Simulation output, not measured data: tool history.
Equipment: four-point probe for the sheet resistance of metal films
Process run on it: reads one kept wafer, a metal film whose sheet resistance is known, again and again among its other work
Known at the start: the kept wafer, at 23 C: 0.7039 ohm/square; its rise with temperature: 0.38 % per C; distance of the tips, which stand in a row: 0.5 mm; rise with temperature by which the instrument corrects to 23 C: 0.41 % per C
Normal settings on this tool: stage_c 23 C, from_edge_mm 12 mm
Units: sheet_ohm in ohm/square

run	hour	stage_c	from_edge_mm	sheet_ohm
1	0.0	23	12	0.704555
2	18.2	23	12	0.704433
3	31.9	23	8	0.705309
4	47.3	23	38	0.703810
5	59.9	23	38	0.703765
6	72.1	23	38	0.704018

Forecast run 7:
7	84.4	23	5	?

Run 7 measured sheet_ohm 0.707466 ohm/square.
Were there no unlogged condition in the tool, this run, its random variation unchanged, would have produced sheet_ohm 0.707611 ohm/square.
